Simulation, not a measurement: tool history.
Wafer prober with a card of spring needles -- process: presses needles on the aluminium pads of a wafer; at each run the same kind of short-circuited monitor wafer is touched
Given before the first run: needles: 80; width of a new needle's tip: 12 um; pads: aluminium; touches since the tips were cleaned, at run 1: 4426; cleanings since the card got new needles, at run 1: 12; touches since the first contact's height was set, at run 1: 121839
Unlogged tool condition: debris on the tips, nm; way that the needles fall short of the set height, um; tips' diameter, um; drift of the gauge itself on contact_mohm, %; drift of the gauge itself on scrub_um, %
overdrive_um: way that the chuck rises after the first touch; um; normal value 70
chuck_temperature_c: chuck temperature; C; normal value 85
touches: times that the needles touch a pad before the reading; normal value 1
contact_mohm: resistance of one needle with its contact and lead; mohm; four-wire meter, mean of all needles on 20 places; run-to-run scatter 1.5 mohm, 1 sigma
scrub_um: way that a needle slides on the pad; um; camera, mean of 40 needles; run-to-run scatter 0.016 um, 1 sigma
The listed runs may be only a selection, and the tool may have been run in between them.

| run | hour | overdrive_um | chuck_temperature_c | touches | touches since the tips were cleaned | cleanings since the card got new needles | touches since the first contact's height was set | contact_mohm | scrub_um |
|---|---|---|---|---|---|---|---|---|---|
| 1 | 0.0 | 70 | 85 | 1 | 4426 | 12 | 121839 | 175 | 11.12 |
|  | 23.9 | tips cleaned on abrasive film |
| 2 | 50.3 | 70 | 85 | 1 | 5685 | 13 | 132628 | 173 | 11.13 |
|  | 67.2 | tips cleaned on abrasive film |
| 3 | 103.9 | 70 | 85 | 1 | 7872 | 14 | 144110 | 178 | 11.10 |
|  | 110.4 | tips cleaned on abrasive film |
|  | 153.3 | tips cleaned on abrasive film |
|  | 200.1 | tips cleaned on abrasive film |
| 4 | 200.8 | 70 | 85 | 1 | 167 | 17 | 164867 | 153 | 11.03 |
|  | 242.9 | tips cleaned on abrasive film |
| 5 | 273.3 | 70 | 85 | 1 | 6542 | 18 | 180417 | 176 | 11.01 |
|  | 288.2 | tips cleaned on abrasive film |
|  | 304.8 | height of the first contact set anew |
|  | 334.4 | tips cleaned on abrasive film |
| 6 | 349.4 | 70 | 85 | 2 | 3232 | 20 | 9563 | 164 | 10.77 |
|  | 377.7 | tips cleaned on abrasive film |
|  | 419.4 | tips cleaned on abrasive film |
| 7 | 432.3 | 70 | 85 | 2 | 2780 | 22 | 27324 | 157 | 10.78 |
|  | 447.3 | height of the first contact set anew, once more |
|  | 466.1 | tips cleaned on abrasive film |
| 8 | 487.4 | 70 | 85 | 2 | 4570 | 23 | 8586 | 164 | 11.33 |
|  | 509.2 | tips cleaned on abrasive film |
|  | 548.5 | tips cleaned on abrasive film |
| 9 | 552.2 | 70 | 85 | 2 | 799 | 25 | 22467 | 154 | 11.28 |
|  | 594.1 | tips cleaned on abrasive film |
| 10 | 627.6 | 70 | 85 | 2 | 7184 | 26 | 38640 | 169 | 11.26 |
|  | 633.1 | tips cleaned on abrasive film |
| 11 | 669.7 | 70 | 85 | 2 | 7861 | 27 | 47655 | 167 | 11.27 |
|  | 675.6 | tips cleaned on abrasive film |
|  | 715.0 | tips cleaned on abrasive film |
| 12 | 743.5 | 70 | 85 | 3 | 6105 | 29 | 63463 | 157 | 11.20 |
|  | 757.6 | tips cleaned on abrasive film |
| 13 | 789.5 | 70 | 85 | 1 | 6842 | 30 | 73320 | 180 | 11.24 |
|  | 802.5 | tips cleaned on abrasive film |
|  | 841.0 | tips cleaned on abrasive film |
|  | 881.2 | tips cleaned on abrasive film |
| 14 | 881.9 | 70 | 55 | 1 | 141 | 33 | 93097 | 146 | 11.17 |
|  | 921.1 | tips cleaned on abrasive film |
|  | 968.0 | tips cleaned on abrasive film |
| 15 | 979.4 | 70 | 85 | 1 | 2449 | 35 | 114005 | 168 | 11.17 |
|  | 1013.2 | tips cleaned on abrasive film |
| 16 | 1028.9 | 70 | 85 | 1 | 3381 | 36 | 124624 | 169 | 11.15 |
|  | 1058.4 | tips cleaned on abrasive film |
|  | 1101.1 | tips cleaned on abrasive film |
| 17 | 1115.3 | 86 | 29 | 2 | 3053 | 38 | 143135 | 147 | 13.70 |
|  | 1146.7 | tips cleaned on abrasive film |
| 18 | 1156.9 | 86 | 29 | 2 | 2198 | 39 | 152043 | 142 | 13.70 |
|  | 1191.0 | tips cleaned on abrasive film |
|  | 1229.4 | tips cleaned on abrasive film |
| 19 | 1236.2 | 86 | 29 | 2 | 1443 | 41 | 169020 | 145 | 13.65 |
|  | 1272.4 | tips cleaned on abrasive film |
| 20 | 1287.9 | 81 | 78 | 2 | 3327 | 42 | 180117 | 158 | 12.81 |
|  | 1313.6 | tips cleaned on abrasive film |
|  | 1322.1 | height of the first contact set anew |
|  | 1353.8 | tips cleaned on abrasive film |
| 21 | 1382.9 | 81 | 42 | 2 | 6250 | 44 | 13036 | 156 | 13.12 |
|  | 1398.1 | tips cleaned on abrasive film |
|  | 1443.8 | tips cleaned on abrasive film |
| 22 | 1478.0 | 74 | 68 | 1 | 7341 | 46 | 33405 | 174 | 11.94 |
|  | 1487.2 | tips cleaned on abrasive film |
|  | 1526.6 | tips cleaned on abrasive film |
| 23 | 1557.1 | 60 | 27 | 3 | 6543 | 48 | 50358 | 154 | 9.66 |
|  | 1571.6 | tips cleaned on abrasive film |
|  | 1612.9 | tips cleaned on abrasive film |
| 24 | 1646.0 | 89 | 85 | 1 | 7118 | 50 | 69418 | 168 | 14.31 |
|  | 1652.9 | tips cleaned on abrasive film |
|  | 1693.7 | tips cleaned on abrasive film |
| 25 | 1707.9 | 69 | 42 | 2 | 3059 | 52 | 82670 | 156 | 11.05 |
|  | 1736.2 | tips cleaned on abrasive film |
|  | 1776.7 | tips cleaned on abrasive film |
| 26 | 1795.0 | 81 | 34 | 1 | 3919 | 54 | 101318 | 157 | 12.93 |
|  | 1820.3 | tips cleaned on abrasive film |
|  | 1858.7 | tips cleaned on abrasive film |
| 27 | 1880.9 | 81 | 34 | 1 | 4767 | 56 | 119731 | 164 | 12.89 |
|  | 1901.4 | tips cleaned on abrasive film |
|  | 1941.0 | tips cleaned on abrasive film |
| 28 | 1971.1 | 70 | 85 | 1 | 6451 | 58 | 139055 | 182 | 11.10 |
|  | 1980.0 | tips cleaned on abrasive film |
|  | 2025.8 | tips cleaned on abrasive film |
| 29 | 2030.1 | 62 | 85 | 1 | 906 | 60 | 151681 | 165 | 9.78 |
|  | 2065.6 | tips cleaned on abrasive film |
|  | 2108.0 | tips cleaned on abrasive film |
| 30 | 2123.9 | 62 | 54 | 1 | 3406 | 62 | 171789 | 178 | 9.76 |
|  | 2149.7 | tips cleaned on abrasive film |
| 31 | 2176.1 | 70 | 34 | 1 | 5658 | 63 | 182975 | 174 | 11.02 |

Measured minus without-hidden-state, run by run (identical run-to-run variation in each term; gauge scatter may differ):
| run | contact_mohm | scrub_um |
|---|---|---|
| 1 | +25 | -0.20 |
| 2 | +26 | -0.22 |
| 3 | +31 | -0.24 |
| 4 | +4 | -0.29 |
| 5 | +30 | -0.31 |
| 6 | +15 | -0.55 |
| 7 | +12 | -0.57 |
| 8 | +15 | -0.02 |
| 9 | +6 | -0.06 |
| 10 | +19 | -0.06 |
| 11 | +19 | -0.08 |
| 12 | +11 | -0.10 |
| 13 | +31 | -0.12 |
| 14 | +4 | -0.16 |
| 15 | +19 | -0.19 |
| 16 | +21 | -0.20 |
| 17 | +9 | -0.23 |
| 18 | +7 | -0.24 |
| 19 | +5 | -0.28 |
| 20 | +11 | -0.30 |
| 21 | +16 | -0.02 |
| 22 | +31 | -0.05 |
| 23 | +16 | -0.07 |
| 24 | +23 | -0.11 |
| 25 | +16 | -0.15 |
| 26 | +20 | -0.18 |
| 27 | +25 | -0.21 |
| 28 | +35 | -0.24 |
| 29 | +15 | -0.27 |
| 30 | +33 | -0.30 |
| 31 | +35 | -0.31 |

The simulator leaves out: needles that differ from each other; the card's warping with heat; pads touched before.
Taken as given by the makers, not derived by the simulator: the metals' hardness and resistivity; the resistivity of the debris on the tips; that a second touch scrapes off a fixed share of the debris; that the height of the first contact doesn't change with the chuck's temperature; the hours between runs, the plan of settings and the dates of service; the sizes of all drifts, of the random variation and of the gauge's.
